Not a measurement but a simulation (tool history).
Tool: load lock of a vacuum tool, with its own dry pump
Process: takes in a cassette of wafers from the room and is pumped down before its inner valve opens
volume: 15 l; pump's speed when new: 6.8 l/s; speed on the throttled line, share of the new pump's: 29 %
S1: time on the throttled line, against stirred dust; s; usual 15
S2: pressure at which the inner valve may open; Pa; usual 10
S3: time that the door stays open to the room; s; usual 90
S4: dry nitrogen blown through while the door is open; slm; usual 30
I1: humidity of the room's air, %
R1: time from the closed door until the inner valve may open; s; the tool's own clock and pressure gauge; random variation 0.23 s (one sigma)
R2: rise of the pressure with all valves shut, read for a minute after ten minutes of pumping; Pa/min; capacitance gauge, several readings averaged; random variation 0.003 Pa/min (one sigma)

run	hour	S1	S2	S3	S4	I1	R1	R2
1	0	15	10	90	30	47.2	31.4	0.084
2	165.1	28	10	90	30	45.4	40.5	0.085
3	340.1	28	10	90	23	42.7	40.7	0.086
4	489.6	15	10	32	30	43.8	31.3	0.077
5	646.1	15	10	32	30	48	31.2	0.083
6	736.6	15	10	32	30	44.5	31.3	0.083
7	924.2	15	10	32	4	44	31.6	0.099
8	1071.6	15	10	32	4	48.3	30.9	0.103
9	1149.9	15	10	32	4	44.1	31.1	0.108
10	1309	15	10	32	4	43.3	31.4	0.112
11	1496.8	15	17	32	4	49	30.1	0.124
12	1604.1	15	17	32	4	41.6	30.5	0.127
13	1720.7	15	17	32	4	47.3	29.9	0.128
14	1804.3	15	17	32	4	45.5	30	0.131
15	1980.4	9	10	90	30	44.7	27.1	0.13
16	2112.5	15	10	65	30	49.7	31.5	0.142
17	2278.5	15	10	65	30	47.1	31.7	0.141
18	2400.9	15	15	65	30	46	31.1	0.148
19	2505.4	15	15	65	30	43.5	30.3	0.147
20	2658.2	15	8	30	8	43.8	32.4	0.153
21	2798.3	28	19	91	19	50.7	39	0.174
22	2918	28	19	91	12	44.1	39.6	0.175
23	3029.2	28	19	91	12	43.4	39.2	0.19
24	3174.4	25	11	53	7	42.7	38.5	0.182
25	3328.9	19	10	90	6	42.5	34.7	0.199
26	3470	12	17	118	13	43.7	28.4	0.206
27	3573.7	12	13	40	41	42.9	28.8	0.18
# hour 3699.3: door's seal changed, seat wiped
28	3753.4	28	10	29	30	45	40.5	0.026
29	3852.8	12	12	89	4	45.6	29.5	0.066
30	3976.7	12	12	89	32	44	29.4	0.036
31	4138.3	22	11	213	5	45.3	36.7	0.101
32	4253.8	22	8	63	11	43.1	36.9	0.049
33	4338.2	10	8	95	19	45.1	29.1	0.055
34	4514	20	10	90	30	46.1	35	0.046
35	4614.1	20	10	90	26	47.8	35.8	0.059
36	4774.5	15	17	90	7	47.5	31.1	0.076

Some steps in R1 between neighbouring runs. How much of each would the tool show without its hidden state too (settings, what came in, random variation), and how much is left for the hidden state, with any gauge scatter that isn't in both results?
The hidden state here: pump's speed, % of a new pump's; leak at the door's seal, Pa l/s; drift of the gauge itself on ready_s, %; drift of the gauge itself on rise_pa_min, %.
Run 3 -> 4: S1 28 -> 15, S3 90 -> 32, S4 23 -> 30. R1 -9.4 s: hidden state +0.2, all else -9.6.
Run 24 -> 25: S1 25 -> 19, S2 11 -> 10, S3 53 -> 90, S4 7 -> 6. R1 -3.8 s: hidden state +0.2, all else -4.
Run 27 -> 28: S1 12 -> 28, S2 13 -> 10, S3 40 -> 29, S4 41 -> 30, door's seal changed, seat wiped. R1 +11.7 s: hidden state -0.2, all else +11.9.
Run 28 -> 29: S1 28 -> 12, S2 10 -> 12, S3 29 -> 89, S4 30 -> 4. R1 -11 s: hidden state +0.2, all else -11.2.
